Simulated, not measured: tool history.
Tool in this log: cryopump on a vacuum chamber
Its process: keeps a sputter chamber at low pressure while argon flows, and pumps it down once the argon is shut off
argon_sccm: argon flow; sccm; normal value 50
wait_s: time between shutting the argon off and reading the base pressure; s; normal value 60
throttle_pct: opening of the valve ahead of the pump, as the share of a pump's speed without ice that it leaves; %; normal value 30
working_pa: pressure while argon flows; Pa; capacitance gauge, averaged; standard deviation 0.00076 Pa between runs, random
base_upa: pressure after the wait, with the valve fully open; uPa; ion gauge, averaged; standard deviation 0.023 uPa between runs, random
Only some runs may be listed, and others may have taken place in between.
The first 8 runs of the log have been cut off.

run,day,argon_sccm,wait_s,throttle_pct,hours of work since the pump was warmed up and emptied,hours of work since the cold head was overhauled,hours of work since the chamber's fittings were tightened,working_pa,base_upa
9,13.608,50,60,30,720,720,2926,0.1603,3.17
10,14.942,50,60,30,739,739,2945,0.1597,3.27
11,16.808,50,81,30,767,767,2972,0.1619,3.15
12,19.412,50,81,30,804,804,3010,0.1624,3.28
13,20.692,50,81,30,823,823,3029,0.1618,3.30
# day 21.138: pump warmed up, emptied and cooled again
14,22.988,50,81,30,27,853,3059,0.1446,2.39
15,25.725,50,60,54,67,893,3099,0.0823,2.71
16,28.029,50,60,54,100,927,3133,0.0834,2.84
17,30.067,50,60,54,130,957,3162,0.0814,2.80
18,32.988,22,99,26,172,999,3205,0.0747,2.62
19,35.688,76,25,30,212,1038,3244,0.2258,3.89
20,38.167,93,254,46,248,1074,3280,0.1862,2.45
21,39.900,24,21,16,273,1100,3305,0.1318,4.24
22,42.650,24,21,16,313,1140,3345,0.1335,4.30
23,43.862,68,211,30,331,1157,3363,0.2054,2.64
24,45.850,76,22,30,360,1186,3392,0.2290,4.38
25,47.058,76,22,30,377,1204,3410,0.2286,4.38
26,48.650,58,60,15,400,1227,3433,0.3430,3.26
27,50.175,75,37,30,423,1249,3455,0.2262,3.62
# day 50.525: leaking fittings of the chamber tightened, without venting
28,52.796,30,60,32,460,1286,33,0.0860,0.91
29,54.629,50,60,29,486,1313,60,0.1593,0.90
30,56.083,50,68,40,507,1334,81,0.1178,0.83
31,57.642,61,60,19,530,1357,104,0.2919,0.94
32,60.271,71,60,21,568,1395,142,0.3102,0.98
33,62.292,50,200,48,598,1424,171,0.1037,0.54

Below are 5 alternative next runs, each starting from the tool's condition after run 33. Predict each:
A,65.171,50,200,51,640,1466,213,?,?
B,65.171,50,35,21,640,1466,213,?,?
C,65.171,77,260,30,640,1466,213,?,?
D,65.171,29,33,44,640,1466,213,?,?
E,65.171,52,60,30,640,1466,213,?,?

run,working_pa,base_upa
A,0.0992,0.56
B,0.2183,1.47
C,0.2445,0.51
D,0.0652,1.60
E,0.1633,1.07
Take away the tool's hidden state, keep each run's random variation, and the runs would have read:
run,working_pa,base_upa
A,0.0847,0.33
B,0.2038,1.24
C,0.2221,0.29
D,0.0568,1.37
E,0.1482,0.84
